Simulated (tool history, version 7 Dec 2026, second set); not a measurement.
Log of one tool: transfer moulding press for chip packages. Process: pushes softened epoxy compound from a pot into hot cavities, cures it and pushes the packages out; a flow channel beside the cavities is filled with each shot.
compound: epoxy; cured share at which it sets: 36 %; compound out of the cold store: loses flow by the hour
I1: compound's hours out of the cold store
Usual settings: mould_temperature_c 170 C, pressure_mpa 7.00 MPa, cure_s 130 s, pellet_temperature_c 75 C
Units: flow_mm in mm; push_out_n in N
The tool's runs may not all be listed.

{"run": 1, "hour": 0.0, "mould_temperature_c": 170, "pressure_mpa": 7.0, "cure_s": 130, "pellet_temperature_c": 75, "I1": 23.9, "flow_mm": 855, "push_out_n": 379}
{"run": 2, "hour": 45.6, "mould_temperature_c": 173, "pressure_mpa": 7.0, "cure_s": 130, "pellet_temperature_c": 75, "I1": 47.1, "flow_mm": 777, "push_out_n": 313}
{"run": 3, "hour": 85.9, "mould_temperature_c": 173, "pressure_mpa": 7.0, "cure_s": 130, "pellet_temperature_c": 75, "I1": 9.7, "flow_mm": 864, "push_out_n": 329}
{"run": 4, "hour": 118.2, "mould_temperature_c": 170, "pressure_mpa": 7.0, "cure_s": 164, "pellet_temperature_c": 75, "I1": 37.8, "flow_mm": 804, "push_out_n": 299}
{"run": 5, "hour": 166.4, "mould_temperature_c": 170, "pressure_mpa": 7.0, "cure_s": 168, "pellet_temperature_c": 75, "I1": 46.5, "flow_mm": 794, "push_out_n": 289}
{"run": 6, "hour": 214.9, "mould_temperature_c": 170, "pressure_mpa": 7.0, "cure_s": 130, "pellet_temperature_c": 75, "I1": 34.1, "flow_mm": 821, "push_out_n": 366}
{"run": 7, "hour": 257.1, "mould_temperature_c": 170, "pressure_mpa": 7.0, "cure_s": 157, "pellet_temperature_c": 75, "I1": 36.7, "flow_mm": 808, "push_out_n": 309}
{"run": 8, "hour": 278.4, "mould_temperature_c": 170, "pressure_mpa": 7.0, "cure_s": 157, "pellet_temperature_c": 75, "I1": 37.8, "flow_mm": 812, "push_out_n": 309}
{"run": 9, "hour": 313.8, "mould_temperature_c": 170, "pressure_mpa": 8.33, "cure_s": 157, "pellet_temperature_c": 75, "I1": 8.9, "flow_mm": 949, "push_out_n": 318}
{"run": 10, "hour": 350.9, "mould_temperature_c": 170, "pressure_mpa": 7.0, "cure_s": 130, "pellet_temperature_c": 80, "I1": 8.2, "flow_mm": 880, "push_out_n": 374}
{"run": 11, "hour": 386.8, "mould_temperature_c": 170, "pressure_mpa": 7.0, "cure_s": 130, "pellet_temperature_c": 80, "I1": 38.2, "flow_mm": 804, "push_out_n": 374}
{"run": 12, "hour": 411.1, "mould_temperature_c": 170, "pressure_mpa": 7.0, "cure_s": 130, "pellet_temperature_c": 80, "I1": 15.2, "flow_mm": 860, "push_out_n": 370}
{"run": 13, "hour": 456.5, "mould_temperature_c": 170, "pressure_mpa": 7.0, "cure_s": 130, "pellet_temperature_c": 80, "I1": 27.3, "flow_mm": 823, "push_out_n": 365}
{"run": 14, "hour": 494.0, "mould_temperature_c": 170, "pressure_mpa": 7.0, "cure_s": 130, "pellet_temperature_c": 80, "I1": 33.3, "flow_mm": 821, "push_out_n": 374}
{"run": 15, "hour": 534.9, "mould_temperature_c": 164, "pressure_mpa": 7.0, "cure_s": 130, "pellet_temperature_c": 75, "I1": 11.8, "flow_mm": 895, "push_out_n": 555}
{"run": 16, "hour": 574.2, "mould_temperature_c": 172, "pressure_mpa": 5.96, "cure_s": 130, "pellet_temperature_c": 75, "I1": 38.1, "flow_mm": 737, "push_out_n": 337}
{"run": 17, "hour": 599.1, "mould_temperature_c": 175, "pressure_mpa": 5.96, "cure_s": 130, "pellet_temperature_c": 73, "I1": 28.8, "flow_mm": 741, "push_out_n": 312}
{"run": 18, "hour": 624.0, "mould_temperature_c": 175, "pressure_mpa": 5.96, "cure_s": 130, "pellet_temperature_c": 73, "I1": 45.9, "flow_mm": 719, "push_out_n": 316}
{"run": 19, "hour": 653.2, "mould_temperature_c": 175, "pressure_mpa": 5.96, "cure_s": 130, "pellet_temperature_c": 73, "I1": 34.3, "flow_mm": 750, "push_out_n": 299}
{"run": 20, "hour": 694.5, "mould_temperature_c": 177, "pressure_mpa": 7.15, "cure_s": 130, "pellet_temperature_c": 75, "I1": 17.0, "flow_mm": 851, "push_out_n": 293}
{"run": 21, "hour": 728.9, "mould_temperature_c": 177, "pressure_mpa": 7.15, "cure_s": 130, "pellet_temperature_c": 75, "I1": 12.0, "flow_mm": 868, "push_out_n": 304}
{"run": 22, "hour": 759.2, "mould_temperature_c": 170, "pressure_mpa": 7.0, "cure_s": 137, "pellet_temperature_c": 78, "I1": 19.9, "flow_mm": 856, "push_out_n": 356}
{"run": 23, "hour": 792.1, "mould_temperature_c": 170, "pressure_mpa": 7.0, "cure_s": 137, "pellet_temperature_c": 78, "I1": 19.0, "flow_mm": 852, "push_out_n": 348}
{"run": 24, "hour": 816.3, "mould_temperature_c": 176, "pressure_mpa": 6.49, "cure_s": 152, "pellet_temperature_c": 79, "I1": 29.9, "flow_mm": 788, "push_out_n": 299}
{"run": 25, "hour": 858.1, "mould_temperature_c": 170, "pressure_mpa": 7.0, "cure_s": 130, "pellet_temperature_c": 82, "I1": 13.6, "flow_mm": 872, "push_out_n": 397}
{"run": 26, "hour": 893.4, "mould_temperature_c": 170, "pressure_mpa": 5.37, "cure_s": 162, "pellet_temperature_c": 75, "I1": 43.0, "flow_mm": 709, "push_out_n": 297}
{"run": 27, "hour": 925.9, "mould_temperature_c": 170, "pressure_mpa": 6.45, "cure_s": 166, "pellet_temperature_c": 71, "I1": 20.5, "flow_mm": 818, "push_out_n": 298}
{"run": 28, "hour": 956.6, "mould_temperature_c": 170, "pressure_mpa": 6.45, "cure_s": 166, "pellet_temperature_c": 71, "I1": 17.0, "flow_mm": 822, "push_out_n": 308}
{"run": 29, "hour": 1003.5, "mould_temperature_c": 165, "pressure_mpa": 7.0, "cure_s": 130, "pellet_temperature_c": 75, "I1": 29.1, "flow_mm": 839, "push_out_n": 508}

Not shown: 6 entries that the log had between the listed runs. Between which runs, and how does the tool's hidden state differ before and after?
Between runs 1 and 2: cavities cleaned with cleaning compound and waxed (hour 15.7)
  pressure that reaches the compound, % of what is set: 99.99 -> 99.98; grip of the stained cavities, % over clean ones': 1.6 -> 0.6
Between runs 6 and 7: cavities cleaned with cleaning compound and waxed (hour 233.3)
  pressure that reaches the compound, % of what is set: 99.92 -> 99.91; grip of the stained cavities, % over clean ones': 1.6 -> 0.5
Between runs 12 and 13: mould's thermocouples calibrated (hour 424.8); cavities cleaned with cleaning compound and waxed (hour 453.0)
  true mould temperature over the reading, C: -0.02 -> -0.01; pressure that reaches the compound, % of what is set: 99.86 -> 99.84; grip of the stained cavities, % over clean ones': 1.5 -> 0.1
Between runs 19 and 20: cavities cleaned with cleaning compound and waxed (hour 672.0)
  pressure that reaches the compound, % of what is set: 99.78 -> 99.77; grip of the stained cavities, % over clean ones': 1.6 -> 0.5
Between runs 25 and 26: cavities cleaned with cleaning compound and waxed (hour 891.2)
  pressure that reaches the compound, % of what is set: 99.72 -> 99.7; grip of the stained cavities, % over clean ones': 1.6 -> 0.1
